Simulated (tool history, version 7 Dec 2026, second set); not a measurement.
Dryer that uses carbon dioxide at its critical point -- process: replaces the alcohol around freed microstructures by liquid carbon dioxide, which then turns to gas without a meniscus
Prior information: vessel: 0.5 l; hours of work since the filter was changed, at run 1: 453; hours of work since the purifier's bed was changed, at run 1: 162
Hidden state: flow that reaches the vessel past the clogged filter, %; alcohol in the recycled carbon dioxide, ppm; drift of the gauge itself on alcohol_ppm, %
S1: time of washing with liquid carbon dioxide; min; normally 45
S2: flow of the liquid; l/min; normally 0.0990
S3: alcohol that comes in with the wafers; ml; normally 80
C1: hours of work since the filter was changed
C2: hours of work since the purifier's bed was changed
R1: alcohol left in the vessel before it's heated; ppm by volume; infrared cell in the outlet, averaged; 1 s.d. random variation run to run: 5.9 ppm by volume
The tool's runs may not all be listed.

run 1 hour=0.0 | S1=45 S2=0.0990 S3=80 | C1=453 C2=162 | R1=365
run 2 hour=20.5 | S1=45 S2=0.1305 S3=80 | C1=468 C2=178 | R1=108
run 3 hour=34.9 | S1=45 S2=0.0968 S3=80 | C1=480 C2=189 | R1=451
run 4 hour=64.6 | S1=45 S2=0.0990 S3=80 | C1=503 C2=212 | R1=395
run 5 hour=97.6 | S1=45 S2=0.0990 S3=80 | C1=528 C2=238 | R1=420
-- hour=124.4 inlet filter changed
run 6 hour=129.4 | S1=45 S2=0.0990 S3=80 | C1=4 C2=262 | R1=297
run 7 hour=154.8 | S1=44 S2=0.0990 S3=80 | C1=24 C2=281 | R1=339
run 8 hour=180.5 | S1=45 S2=0.0595 S3=80 | C1=43 C2=301 | R1=3118
run 9 hour=202.9 | S1=45 S2=0.0595 S3=80 | C1=61 C2=318 | R1=3207
run 10 hour=229.5 | S1=45 S2=0.1177 S3=80 | C1=81 C2=339 | R1=182
run 11 hour=259.9 | S1=45 S2=0.1177 S3=80 | C1=105 C2=363 | R1=181
run 12 hour=286.4 | S1=29 S2=0.1177 S3=80 | C1=125 C2=383 | R1=1203
run 13 hour=310.9 | S1=29 S2=0.1177 S3=80 | C1=144 C2=402 | R1=1241
run 14 hour=343.8 | S1=28 S2=0.0990 S3=80 | C1=170 C2=427 | R1=3051
run 15 hour=371.0 | S1=45 S2=0.0990 S3=80 | C1=191 C2=448 | R1=404
run 16 hour=405.6 | S1=45 S2=0.0990 S3=80 | C1=217 C2=475 | R1=418
run 17 hour=426.9 | S1=45 S2=0.0990 S3=53 | C1=234 C2=492 | R1=332
run 18 hour=457.9 | S1=45 S2=0.0990 S3=53 | C1=258 C2=516 | R1=349
run 19 hour=476.3 | S1=45 S2=0.0990 S3=53 | C1=272 C2=530 | R1=346
run 20 hour=498.5 | S1=66 S2=0.0990 S3=53 | C1=289 C2=547 | R1=178
run 21 hour=518.6 | S1=66 S2=0.0990 S3=53 | C1=305 C2=563 | R1=177
run 22 hour=536.4 | S1=37 S2=0.0990 S3=53 | C1=319 C2=576 | R1=768
run 23 hour=569.2 | S1=37 S2=0.0990 S3=53 | C1=344 C2=602 | R1=763
run 24 hour=586.8 | S1=37 S2=0.0990 S3=53 | C1=358 C2=615 | R1=801
run 25 hour=618.5 | S1=37 S2=0.0990 S3=53 | C1=382 C2=640 | R1=824
run 26 hour=633.9 | S1=35 S2=0.1498 S3=31 | C1=394 C2=652 | R1=248
run 27 hour=663.5 | S1=30 S2=0.1072 S3=84 | C1=417 C2=675 | R1=2114
run 28 hour=697.2 | S1=34 S2=0.0990 S3=103 | C1=443 C2=701 | R1=2130
run 29 hour=727.2 | S1=34 S2=0.0990 S3=103 | C1=466 C2=724 | R1=2230
run 30 hour=751.6 | S1=34 S2=0.0990 S3=103 | C1=485 C2=743 | R1=2215
run 31 hour=785.7 | S1=46 S2=0.1376 S3=43 | C1=512 C2=769 | R1=264
run 32 hour=806.5 | S1=45 S2=0.0990 S3=37 | C1=528 C2=785 | R1=414
-- hour=834.0 inlet filter changed
run 33 hour=834.0 | S1=29 S2=0.1401 S3=65 | C1=0 C2=806 | R1=553
run 34 hour=864.0 | S1=45 S2=0.1391 S3=52 | C1=23 C2=829 | R1=262
run 35 hour=888.3 | S1=30 S2=0.0838 S3=103 | C1=42 C2=848 | R1=5267
-- hour=901.1 purifier's bed changed
run 36 hour=924.6 | S1=58 S2=0.0762 S3=36 | C1=68 C2=18 | R1=128
run 37 hour=942.0 | S1=33 S2=0.0762 S3=36 | C1=81 C2=32 | R1=1795
run 38 hour=962.2 | S1=45 S2=0.0990 S3=23 | C1=97 C2=47 | R1=81
run 39 hour=991.4 | S1=45 S2=0.0981 S3=21 | C1=119 C2=70 | R1=92
run 40 hour=1018.1 | S1=59 S2=0.0956 S3=65 | C1=140 C2=90 | R1=60
run 41 hour=1050.7 | S1=59 S2=0.0956 S3=65 | C1=165 C2=116 | R1=80
run 42 hour=1067.0 | S1=57 S2=0.0713 S3=37 | C1=178 C2=128 | R1=247
run 43 hour=1099.5 | S1=57 S2=0.0713 S3=37 | C1=203 C2=153 | R1=265
run 44 hour=1132.3 | S1=67 S2=0.0611 S3=80 | C1=228 C2=179 | R1=479
run 45 hour=1153.3 | S1=67 S2=0.0786 S3=80 | C1=245 C2=195 | R1=152
run 46 hour=1186.6 | S1=67 S2=0.0786 S3=80 | C1=270 C2=221 | R1=156

Hidden state or all else? Some run-to-run changes of R1, split into what the settings, what came in and random variation would give without the hidden state, and what is left for the hidden state (with any gauge scatter that isn't in both results):
Run 9 -> 10: S2 0.0595 -> 0.1177. R1 -3025 ppm by volume: hidden state -147, all else -2878.
Run 26 -> 27: S1 35 -> 30, S2 0.1498 -> 0.1072, S3 31 -> 84. R1 +1866 ppm by volume: hidden state +512, all else +1354.
Run 30 -> 31: S1 34 -> 46, S2 0.0990 -> 0.1376, S3 103 -> 43. R1 -1951 ppm by volume: hidden state -611, all else -1340.
Run 34 -> 35: S1 45 -> 30, S2 0.1391 -> 0.0838, S3 52 -> 103. R1 +5005 ppm by volume: hidden state +133, all else +4872.
Run 35 -> 36: S1 30 -> 58, S2 0.0838 -> 0.0762, S3 103 -> 36, purifier's bed changed. R1 -5139 ppm by volume: hidden state -373, all else -4766.

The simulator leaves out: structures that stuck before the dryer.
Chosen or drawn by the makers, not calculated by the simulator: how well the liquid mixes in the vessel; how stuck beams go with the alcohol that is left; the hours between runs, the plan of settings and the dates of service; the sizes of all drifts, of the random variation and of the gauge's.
